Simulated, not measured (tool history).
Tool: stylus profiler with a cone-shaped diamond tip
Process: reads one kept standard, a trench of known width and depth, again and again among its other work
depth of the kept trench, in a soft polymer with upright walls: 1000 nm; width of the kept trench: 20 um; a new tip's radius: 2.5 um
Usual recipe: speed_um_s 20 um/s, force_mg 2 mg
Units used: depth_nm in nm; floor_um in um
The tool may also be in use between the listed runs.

Run 1, hour 0: usual settings. Result: depth_nm 1006.73 nm, floor_um 15.91 um.
Run 2, hour 101.4: usual settings. Result: depth_nm 1006.35 nm, floor_um 15.88 um.
Run 3, hour 146.6: usual settings. Result: depth_nm 1006.77 nm, floor_um 15.94 um.
Run 4, hour 239.8: usual settings. Result: depth_nm 1006.49 nm, floor_um 15.92 um.
Run 5, hour 300: usual settings. Result: depth_nm 1006.77 nm, floor_um 15.92 um.
Run 6, hour 403: usual settings but force_mg 3.15 mg. Result: depth_nm 1009.1 nm, floor_um 15.91 um.
Run 7, hour 449.7: usual settings but force_mg 0.72 mg. Result: depth_nm 1002.97 nm, floor_um 15.9 um.
Run 8, hour 556.6: usual settings but force_mg 1.99 mg. Result: depth_nm 1006.93 nm, floor_um 15.9 um.
Run 9, hour 652.2: usual settings but force_mg 1.99 mg. Result: depth_nm 1006.5 nm, floor_um 15.96 um.
Run 10, hour 711.9: usual settings but force_mg 1.99 mg. Result: depth_nm 1006.34 nm, floor_um 15.93 um.
Run 11, hour 808.3: usual settings but force_mg 1.99 mg. Result: depth_nm 1006.62 nm, floor_um 15.95 um.
Run 12, hour 890: usual settings but speed_um_s 48 um/s, force_mg 1.99 mg. Result: depth_nm 1006.1 nm, floor_um 15.79 um.
Run 13, hour 946.3: usual settings but speed_um_s 48 um/s, force_mg 1.99 mg. Result: depth_nm 1006.71 nm, floor_um 15.76 um.
Run 14, hour 1023.9: usual settings but speed_um_s 22 um/s, force_mg 2.03 mg. Result: depth_nm 1006.94 nm, floor_um 15.87 um.
Run 15, hour 1076.4: usual settings but speed_um_s 27 um/s, force_mg 3.33 mg. Result: depth_nm 1008.96 nm, floor_um 15.88 um.
Run 16, hour 1143.6: usual settings but speed_um_s 79 um/s, force_mg 1.01 mg. Result: depth_nm 1004.22 nm, floor_um 15.6 um.
Run 17, hour 1224.8: usual settings but speed_um_s 79 um/s, force_mg 1.01 mg. Result: depth_nm 1003.81 nm, floor_um 15.59 um.
Run 18, hour 1297: usual settings but speed_um_s 79 um/s, force_mg 1.01 mg. Result: depth_nm 1003.83 nm, floor_um 15.56 um.
Run 19, hour 1394.2: usual settings but speed_um_s 79 um/s, force_mg 1.01 mg. Result: depth_nm 1004.5 nm, floor_um 15.58 um.
Run 20, hour 1447.6: usual settings but speed_um_s 7 um/s, force_mg 5 mg. Result: depth_nm 1012.49 nm, floor_um 15.91 um.
Run 21, hour 1496.2: usual settings but speed_um_s 7 um/s, force_mg 1.17 mg. Result: depth_nm 1005.17 nm, floor_um 15.95 um.
Run 22, hour 1559: usual settings but speed_um_s 9 um/s, force_mg 1.57 mg. Result: depth_nm 1006.06 nm, floor_um 15.95 um.
Run 23, hour 1655.4: usual settings but speed_um_s 6 um/s, force_mg 4.95 mg. Result: depth_nm 1011.9 nm, floor_um 15.94 um.
Run 24, hour 1746: usual settings but speed_um_s 26 um/s, force_mg 0.88 mg. Result: depth_nm 1004 nm, floor_um 15.8 um.
Run 25, hour 1846.9: usual settings but speed_um_s 26 um/s, force_mg 0.88 mg. Result: depth_nm 1003.79 nm, floor_um 15.82 um.

What does the tool deliver on the next run?
Run 26, hour 1917.4: usual settings but speed_um_s 26 um/s, force_mg 0.88 mg. Result: depth_nm ?, floor_um ?.

Logged for run 26: depth_nm 1003.73 nm, floor_um 15.84 um.
On a tool with no hidden condition, and with the same random variation, this run would have come out at depth_nm 1003.62 nm, floor_um 15.86 um.
